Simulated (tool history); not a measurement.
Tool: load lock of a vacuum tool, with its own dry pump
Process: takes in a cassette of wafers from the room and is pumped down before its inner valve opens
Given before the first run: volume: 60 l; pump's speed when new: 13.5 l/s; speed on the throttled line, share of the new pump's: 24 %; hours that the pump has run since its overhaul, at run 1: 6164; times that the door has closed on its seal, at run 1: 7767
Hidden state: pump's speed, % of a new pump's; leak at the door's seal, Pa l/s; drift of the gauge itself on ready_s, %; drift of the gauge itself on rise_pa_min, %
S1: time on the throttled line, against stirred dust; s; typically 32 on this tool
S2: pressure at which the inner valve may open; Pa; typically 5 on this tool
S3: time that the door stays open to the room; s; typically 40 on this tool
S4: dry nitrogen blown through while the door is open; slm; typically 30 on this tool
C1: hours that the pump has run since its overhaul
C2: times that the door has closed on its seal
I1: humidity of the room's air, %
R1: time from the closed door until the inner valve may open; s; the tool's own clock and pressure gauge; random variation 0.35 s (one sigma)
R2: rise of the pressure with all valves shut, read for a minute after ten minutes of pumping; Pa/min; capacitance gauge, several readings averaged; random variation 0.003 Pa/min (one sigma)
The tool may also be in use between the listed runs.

run	hour	S1	S2	S3	S4	C1	C2	I1	R1	R2
1	0.0	32	5	40	30	6164	7767	44.5	70.5	0.075
2	222.6	32	5	40	30	6387	8370	41.7	70.2	0.084
3	479.2	32	5	40	30	6644	9064	41.6	70.6	0.082
4	735.4	32	5	40	30	6900	9758	46.4	71.1	0.092
5	1001.6	32	5	40	30	7166	10479	44.3	70.9	0.096
6	1159.9	32	5	40	30	7324	10907	46.3	70.3	0.105
7	1302.1	32	5	40	30	7466	11292	44.8	70.8	0.107
8	1464.1	32	5	40	30	7628	11731	42.8	70.7	0.115
9	1667.3	32	5	40	30	7832	12281	41.2	70.7	0.116
10	1843.1	32	5	40	30	8007	12757	40.0	71.2	0.123
11	2043.3	32	5	40	30	8208	13299	45.3	71.6	0.126
12	2334.8	32	5	46	30	8499	14088	49.4	71.3	0.139
13	2609.8	32	5	46	30	8774	14833	42.3	71.3	0.139
14	2858.9	32	5	46	13	9023	15507	49.5	71.2	0.169
15	3025.8	32	5	46	13	9190	15959	45.3	71.5	0.171
16	3206.0	20	4	33	9	9370	16447	46.5	64.3	0.178
17	3348.9	49	5	40	10	9513	16834	47.9	83.9	0.179
18	3579.2	18	9	57	9	9744	17458	48.3	58.1	0.202
19	3760.2	18	9	57	9	9925	17948	47.3	58.4	0.202
20	3950.0	57	6	28	9	10114	18462	43.7	88.8	0.190
21	4164.4	40	5	37	9	10329	19042	45.8	77.7	0.207
22	4349.9	26	5	37	7	10514	19544	45.3	66.9	0.220
23	4555.4	26	5	37	7	10720	20101	41.5	67.4	0.217
24	4826.1	26	6	167	7	10990	20834	46.1	67.1	0.269
25	4982.0	32	5	51	23	11146	21256	46.3	71.4	0.216
26	5185.4	30	5	40	4	11350	21807	45.9	70.3	0.245

Here are 5 independent what-if runs from the current tool condition. What would each one return?
A	5467.8	64	9	40	24	11632	22571	47.0	?	?
B	5467.8	30	7	97	4	11632	22571	42.2	?	?
C	5467.8	25	5	99	30	11632	22571	47.4	?	?
D	5467.8	32	5	40	25	11632	22571	42.0	?	?
E	5467.8	20	5	148	20	11632	22571	41.8	?	?

run	R1	R2
A	93.4	0.232
B	69.0	0.265
C	67.7	0.244
D	72.5	0.226
E	63.4	0.255
What these runs would have given with no unlogged condition in the tool:
run	R1	R2
A	90.9	0.029
B	65.6	0.067
C	64.0	0.039
D	68.9	0.026
E	59.5	0.052
